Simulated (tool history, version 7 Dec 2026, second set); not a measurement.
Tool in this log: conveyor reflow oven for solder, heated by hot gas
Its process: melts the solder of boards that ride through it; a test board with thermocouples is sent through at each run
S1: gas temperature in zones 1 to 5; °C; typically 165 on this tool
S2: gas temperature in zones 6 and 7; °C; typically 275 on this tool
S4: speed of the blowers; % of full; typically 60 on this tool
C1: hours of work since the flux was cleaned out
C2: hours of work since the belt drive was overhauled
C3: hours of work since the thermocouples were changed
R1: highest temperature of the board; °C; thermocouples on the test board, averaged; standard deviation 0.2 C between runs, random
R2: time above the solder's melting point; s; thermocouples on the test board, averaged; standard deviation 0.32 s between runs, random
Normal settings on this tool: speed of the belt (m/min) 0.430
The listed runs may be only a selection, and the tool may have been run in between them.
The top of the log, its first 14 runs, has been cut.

Run 15, hour 192.6: usual settings; C1 327; C2 235; C3 754. Result: R1 258.8 °C, R2 75.9 s.
Run 16, hour 202.5: usual settings but S2 285 °C; C1 333; C2 240; C3 760. Result: R1 267.3 °C, R2 82.6 s.
Run 17, hour 218.3: usual settings but S2 285 °C; C1 341; C2 249; C3 769. Result: R1 268.1 °C, R2 82.0 s.
Run 18, hour 236.8: usual settings but S1 170 °C, S2 289 °C; C1 352; C2 260; C3 779. Result: R1 272.2 °C, R2 86.5 s.
Run 19, hour 247.7: usual settings but S1 170 °C, S2 289 °C; C1 358; C2 266; C3 785. Result: R1 272.1 °C, R2 86.9 s.
Run 20, hour 261.5: usual settings but S1 170 °C, S2 289 °C; C1 366; C2 273; C3 793. Result: R1 272.0 °C, R2 87.5 s.
Run 21, hour 281.0: usual settings but S2 265 °C, speed of the belt (m/min) 0.393; C1 377; C2 284; C3 804. Result: R1 252.2 °C, R2 78.5 s.
Run 22, hour 292.1: usual settings but S1 174 °C, S2 265 °C, speed of the belt (m/min) 0.391; C1 383; C2 291; C3 810. Result: R1 253.2 °C, R2 83.6 s.
Run 23, hour 311.5: usual settings but S1 174 °C, S2 270 °C, speed of the belt (m/min) 0.391; C1 394; C2 301; C3 821. Result: R1 258.0 °C, R2 88.3 s.
Run 24, hour 320.2: usual settings but S1 174 °C, S2 270 °C, speed of the belt (m/min) 0.391; C1 399; C2 306; C3 826. Result: R1 257.4 °C, R2 88.0 s.
Run 25, hour 337.9: usual settings but speed of the belt (m/min) 0.422, S4 74 % of full; C1 409; C2 316; C3 836. Result: R1 262.1 °C, R2 81.6 s.
Run 26, hour 350.0: usual settings but S1 151 °C, S2 267 °C, speed of the belt (m/min) 0.350, S4 63 % of full; C1 415; C2 323; C3 843. Result: R1 255.5 °C, R2 88.6 s.
Run 27, hour 363.3: usual settings but S2 286 °C, S4 53 % of full; C1 423; C2 331; C3 850. Result: R1 266.3 °C, R2 81.0 s.
Run 28, hour 377.8: usual settings but S2 286 °C, S4 53 % of full; C1 431; C2 339; C3 858. Result: R1 266.3 °C, R2 81.8 s.
Run 29, hour 397.7: usual settings but speed of the belt (m/min) 0.489, S4 77 % of full; C1 442; C2 350; C3 870. Result: R1 258.3 °C, R2 67.3 s.
Run 30, hour 411.3: usual settings but S4 72 % of full; C1 450; C2 358; C3 877. Result: R1 261.2 °C, R2 78.5 s.
Run 31, hour 430.2: usual settings but S1 180 °C, speed of the belt (m/min) 0.419; C1 461; C2 368; C3 888. Result: R1 261.4 °C, R2 87.3 s.
Run 32, hour 448.9: usual settings but speed of the belt (m/min) 0.397, S4 81 % of full; C1 471; C2 379; C3 898. Result: R1 265.0 °C, R2 89.2 s.

Alternative continuations, all from the tool just after run 32; predict every row:
At hour 470.5: flux residue cleaned out of gas plates and filters.
Run A, hour 473.3: usual settings but S1 161 °C, speed of the belt (m/min) 0.463; C1 2; C2 390; C3 909. Result: R1 ?, R2 ?.
At hour 470.5: flux residue cleaned out of gas plates and filters.
Run B, hour 473.3: usual settings but S1 164 °C; C1 2; C2 390; C3 909. Result: R1 ?, R2 ?.
At hour 470.5: flux residue cleaned out of gas plates and filters.
Run C, hour 473.3: usual settings but S1 176 °C; C1 2; C2 390; C3 909. Result: R1 ?, R2 ?.

run     R1    R2
  A  256.2  67.0
  B  259.0  76.8
  C  260.7  82.6
Without the tool's unlogged condition, the same runs would have read:
run     R1    R2
  A  257.8  67.5
  B  260.7  77.3
  C  262.4  82.9

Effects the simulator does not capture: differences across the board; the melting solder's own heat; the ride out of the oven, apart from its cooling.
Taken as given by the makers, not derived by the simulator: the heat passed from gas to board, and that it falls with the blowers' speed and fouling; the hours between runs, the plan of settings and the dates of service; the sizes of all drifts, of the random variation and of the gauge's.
